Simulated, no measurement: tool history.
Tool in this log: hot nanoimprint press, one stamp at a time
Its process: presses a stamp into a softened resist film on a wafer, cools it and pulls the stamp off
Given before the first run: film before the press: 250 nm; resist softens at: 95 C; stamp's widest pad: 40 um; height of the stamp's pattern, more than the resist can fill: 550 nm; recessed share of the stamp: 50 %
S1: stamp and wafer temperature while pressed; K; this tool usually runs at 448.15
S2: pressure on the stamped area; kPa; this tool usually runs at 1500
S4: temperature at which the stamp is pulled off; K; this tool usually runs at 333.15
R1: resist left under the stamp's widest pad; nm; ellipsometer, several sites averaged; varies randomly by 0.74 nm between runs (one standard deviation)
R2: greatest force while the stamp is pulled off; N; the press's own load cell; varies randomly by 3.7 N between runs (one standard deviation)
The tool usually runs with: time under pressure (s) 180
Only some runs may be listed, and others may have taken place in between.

{"run": 1, "hour": 0.0, "S1": 448.15, "S2": 1500, "time under pressure (s)": 180, "S4": 333.15, "R1": 92.2, "R2": 203}
{"run": 2, "hour": 29.7, "S1": 448.15, "S2": 1500, "time under pressure (s)": 160, "S4": 333.15, "R1": 97.2, "R2": 209}
{"run": 3, "hour": 73.5, "S1": 448.15, "S2": 1500, "time under pressure (s)": 160, "S4": 333.15, "R1": 97.6, "R2": 221}
{"run": 4, "hour": 98.3, "S1": 448.15, "S2": 1500, "time under pressure (s)": 196, "S4": 333.15, "R1": 89.1, "R2": 214}
{"run": 5, "hour": 124.7, "S1": 448.15, "S2": 1500, "time under pressure (s)": 196, "S4": 333.15, "R1": 90.0, "R2": 231}
{"run": 6, "hour": 166.9, "S1": 448.15, "S2": 1500, "time under pressure (s)": 135, "S4": 333.15, "R1": 106.1, "R2": 233}
{"run": 7, "hour": 206.1, "S1": 448.15, "S2": 1140, "time under pressure (s)": 135, "S4": 333.15, "R1": 119.7, "R2": 232}
{"run": 8, "hour": 235.4, "S1": 448.15, "S2": 1140, "time under pressure (s)": 135, "S4": 333.15, "R1": 120.4, "R2": 239}
{"run": 9, "hour": 267.9, "S1": 448.15, "S2": 1500, "time under pressure (s)": 197, "S4": 333.15, "R1": 91.3, "R2": 246}
{"run": 10, "hour": 302.6, "S1": 448.15, "S2": 1500, "time under pressure (s)": 307, "S4": 333.15, "R1": 74.9, "R2": 249}
{"run": 11, "hour": 344.0, "S1": 448.15, "S2": 1500, "time under pressure (s)": 307, "S4": 333.15, "R1": 75.5, "R2": 257}
{"run": 12, "hour": 379.9, "S1": 448.15, "S2": 1500, "time under pressure (s)": 180, "S4": 333.15, "R1": 96.7, "R2": 268}
{"run": 13, "hour": 419.8, "S1": 448.15, "S2": 970, "time under pressure (s)": 180, "S4": 333.15, "R1": 116.6, "R2": 262}
{"hour": 438.0, "done": "plate thermocouple calibrated"}
{"run": 14, "hour": 452.0, "S1": 448.15, "S2": 1500, "time under pressure (s)": 126, "S4": 333.15, "R1": 107.9, "R2": 264}
{"run": 15, "hour": 474.9, "S1": 448.15, "S2": 1500, "time under pressure (s)": 126, "S4": 333.15, "R1": 109.4, "R2": 266}
{"run": 16, "hour": 493.8, "S1": 448.15, "S2": 1500, "time under pressure (s)": 126, "S4": 333.15, "R1": 108.3, "R2": 276}
{"run": 17, "hour": 519.1, "S1": 448.15, "S2": 1500, "time under pressure (s)": 180, "S4": 335.15, "R1": 92.6, "R2": 272}
{"run": 18, "hour": 547.9, "S1": 444.15, "S2": 1500, "time under pressure (s)": 180, "S4": 335.15, "R1": 113.0, "R2": 262}
{"run": 19, "hour": 592.1, "S1": 448.15, "S2": 1480, "time under pressure (s)": 217, "S4": 333.15, "R1": 87.5, "R2": 285}

For run 20, what comes out?
{"run": 20, "hour": 631.0, "S1": 448.15, "S2": 1500, "time under pressure (s)": 207, "S4": 340.15, "R1": "?", "R2": "?"}

{"run 20": {"R1": 88.8, "R2": 267}}
On a tool with no hidden condition, and with the same random variation, this run would have come out at R1 85.7 nm, R2 159 N.
